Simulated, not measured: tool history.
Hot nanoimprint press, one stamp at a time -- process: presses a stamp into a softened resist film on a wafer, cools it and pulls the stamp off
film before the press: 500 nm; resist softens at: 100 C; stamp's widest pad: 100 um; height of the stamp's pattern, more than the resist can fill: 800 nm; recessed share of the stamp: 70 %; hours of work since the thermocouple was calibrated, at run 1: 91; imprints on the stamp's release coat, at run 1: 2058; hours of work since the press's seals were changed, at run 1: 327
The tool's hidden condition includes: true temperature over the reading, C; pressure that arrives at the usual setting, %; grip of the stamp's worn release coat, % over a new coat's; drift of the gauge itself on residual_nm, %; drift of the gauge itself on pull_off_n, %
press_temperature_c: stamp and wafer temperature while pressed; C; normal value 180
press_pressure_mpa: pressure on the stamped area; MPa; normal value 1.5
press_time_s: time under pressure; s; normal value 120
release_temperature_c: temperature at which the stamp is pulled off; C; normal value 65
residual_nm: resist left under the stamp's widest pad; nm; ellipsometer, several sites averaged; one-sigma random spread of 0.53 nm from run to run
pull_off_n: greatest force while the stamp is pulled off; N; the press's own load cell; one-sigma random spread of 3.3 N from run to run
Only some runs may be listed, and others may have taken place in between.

run   hour  press_temperature_c  press_pressure_mpa  press_time_s  release_temperature_c  hours of work since the thermocouple was calibrated  imprints on the stamp's release coat  hours of work since the press's seals were changed  residual_nm  pull_off_n
  1      0                  180                 1.5           120                     65                                                   91                                  2058                                                 327        196.9         158
  2   20.9                  180                 1.5           120                     65                                                  106                                  2129                                                 342        197.5         159
  3   43.9                  180                 1.5           120                     71                                                  123                                  2206                                                 359        197.6         153
  4   59.2                  180                 1.5           120                     71                                                  134                                  2258                                                 370        196.3         155
  5     90                  180                 1.5           120                     71                                                  156                                  2362                                                 392          197         151
     110.7  -- stamp cleaned and given a new release coat
  6  116.2                  180                 1.5            62                     65                                                  171                                    19                                                 407          253         163
  7  143.3                  180                 1.5            62                     65                                                  190                                   110                                                 427        252.6         165
  8  160.3                  180                 1.5           162                     65                                                  203                                   168                                                 439        173.7         159
  9  178.2                  180                 1.5           162                     65                                                  216                                   228                                                 452          173         159
 10  211.3                  180                 1.5           162                     65                                                  240                                   340                                                 476        173.4         161
 11  243.4                  180                 1.5           162                     63                                                  263                                   448                                                 499        171.7         157
 12  273.8                  180                 1.5           162                     63                                                  285                                   550                                                 521          173         163
 13  299.8                  180                 1.5           162                     63                                                  304                                   638                                                 540        171.3         166
 14  316.1                  180                 1.5           120                     55                                                  316                                   693                                                 552        194.7         168
     329.3  -- gauge calibrated
 15    334                  180                 1.5            86                     65                                                  329                                   753                                                 565        223.5         162
 16  347.6                  188                 1.5           107                     58                                                  339                                   799                                                 575        169.8         166

Run 17 is up next; what results do you expect?
     352.7  -- plate thermocouple calibrated
     365.9  -- press's hydraulic seals changed and the load cell set to zero
 17  388.4                  188                 1.5           120                     56                                                   20                                   900                                                  16            ?           ?

residual_nm: 162 nm
pull_off_n: 164 N
With the hidden condition absent and the run-to-run variation left alone, this run would have shown residual_nm 162.4 nm, pull_off_n 163 N.

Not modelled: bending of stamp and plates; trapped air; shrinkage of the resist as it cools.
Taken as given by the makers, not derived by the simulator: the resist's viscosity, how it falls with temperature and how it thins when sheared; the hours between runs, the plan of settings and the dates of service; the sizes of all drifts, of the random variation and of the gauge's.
